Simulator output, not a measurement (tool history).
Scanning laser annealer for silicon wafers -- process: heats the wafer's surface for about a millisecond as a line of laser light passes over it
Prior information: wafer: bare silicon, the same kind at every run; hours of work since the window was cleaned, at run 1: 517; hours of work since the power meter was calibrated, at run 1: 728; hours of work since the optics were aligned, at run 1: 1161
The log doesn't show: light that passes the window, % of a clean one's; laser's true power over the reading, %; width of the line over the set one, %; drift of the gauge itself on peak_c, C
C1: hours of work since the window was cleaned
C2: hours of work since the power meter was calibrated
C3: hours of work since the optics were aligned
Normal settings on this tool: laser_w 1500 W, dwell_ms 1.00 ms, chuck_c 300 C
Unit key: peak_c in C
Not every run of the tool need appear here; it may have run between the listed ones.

{"run": 1, "day": 0.0, "laser_w": 1500, "dwell_ms": 1.0, "chuck_c": 300, "C1": 517, "C2": 728, "C3": 1161, "peak_c": 1097}
{"run": 2, "day": 0.904, "laser_w": 1500, "dwell_ms": 1.0, "chuck_c": 300, "C1": 526, "C2": 738, "C3": 1170, "peak_c": 1097}
{"run": 3, "day": 2.467, "laser_w": 1500, "dwell_ms": 0.75, "chuck_c": 300, "C1": 542, "C2": 754, "C3": 1186, "peak_c": 980}
{"run": 4, "day": 4.396, "laser_w": 1500, "dwell_ms": 0.84, "chuck_c": 300, "C1": 562, "C2": 774, "C3": 1206, "peak_c": 1024}
{"run": 5, "day": 5.808, "laser_w": 1500, "dwell_ms": 0.84, "chuck_c": 300, "C1": 577, "C2": 789, "C3": 1221, "peak_c": 1023}
{"run": 6, "day": 7.108, "laser_w": 1472, "dwell_ms": 0.84, "chuck_c": 300, "C1": 591, "C2": 802, "C3": 1234, "peak_c": 1006}
{"run": 7, "day": 8.675, "laser_w": 1500, "dwell_ms": 1.0, "chuck_c": 300, "C1": 607, "C2": 818, "C3": 1251, "peak_c": 1091}
{"run": 8, "day": 10.233, "laser_w": 1500, "dwell_ms": 1.0, "chuck_c": 300, "C1": 623, "C2": 835, "C3": 1267, "peak_c": 1091}
{"run": 9, "day": 11.883, "laser_w": 1500, "dwell_ms": 1.0, "chuck_c": 300, "C1": 640, "C2": 852, "C3": 1284, "peak_c": 1091}
{"run": 10, "day": 13.6, "laser_w": 1500, "dwell_ms": 1.02, "chuck_c": 311, "C1": 658, "C2": 870, "C3": 1302, "peak_c": 1111}
{"run": 11, "day": 14.925, "laser_w": 1497, "dwell_ms": 0.76, "chuck_c": 289, "C1": 672, "C2": 883, "C3": 1316, "peak_c": 967}
{"run": 12, "day": 16.525, "laser_w": 1500, "dwell_ms": 1.0, "chuck_c": 338, "C1": 688, "C2": 900, "C3": 1332, "peak_c": 1125}
{"run": 13, "day": 17.867, "laser_w": 1500, "dwell_ms": 1.22, "chuck_c": 300, "C1": 702, "C2": 914, "C3": 1346, "peak_c": 1173}
{"run": 14, "day": 19.225, "laser_w": 1500, "dwell_ms": 1.22, "chuck_c": 300, "C1": 716, "C2": 928, "C3": 1360, "peak_c": 1176}
{"run": 15, "day": 20.404, "laser_w": 1500, "dwell_ms": 1.0, "chuck_c": 313, "C1": 728, "C2": 940, "C3": 1372, "peak_c": 1098}

Predict each of these 5 candidate next runs independently; none follows another, all start after run 15:
{"run": "A", "day": 22.371, "laser_w": 1500, "dwell_ms": 1.03, "chuck_c": 260, "C1": 749, "C2": 960, "C3": 1393, "peak_c": "?"}
{"run": "B", "day": 22.371, "laser_w": 1500, "dwell_ms": 0.85, "chuck_c": 313, "C1": 749, "C2": 960, "C3": 1393, "peak_c": "?"}
{"run": "C", "day": 22.371, "laser_w": 1548, "dwell_ms": 1.12, "chuck_c": 263, "C1": 749, "C2": 960, "C3": 1393, "peak_c": "?"}
{"run": "D", "day": 22.371, "laser_w": 1392, "dwell_ms": 0.74, "chuck_c": 313, "C1": 749, "C2": 960, "C3": 1393, "peak_c": "?"}
{"run": "E", "day": 22.371, "laser_w": 1307, "dwell_ms": 0.83, "chuck_c": 313, "C1": 749, "C2": 960, "C3": 1393, "peak_c": "?"}

run=A peak_c=1056
run=B peak_c=1033
run=C peak_c=1128
run=D peak_c=924
run=E peak_c=916
With no hidden state in the tool, these same runs would have given:
run=A peak_c=1106
run=B peak_c=1078
run=C peak_c=1182
run=D peak_c=962
run=E peak_c=953

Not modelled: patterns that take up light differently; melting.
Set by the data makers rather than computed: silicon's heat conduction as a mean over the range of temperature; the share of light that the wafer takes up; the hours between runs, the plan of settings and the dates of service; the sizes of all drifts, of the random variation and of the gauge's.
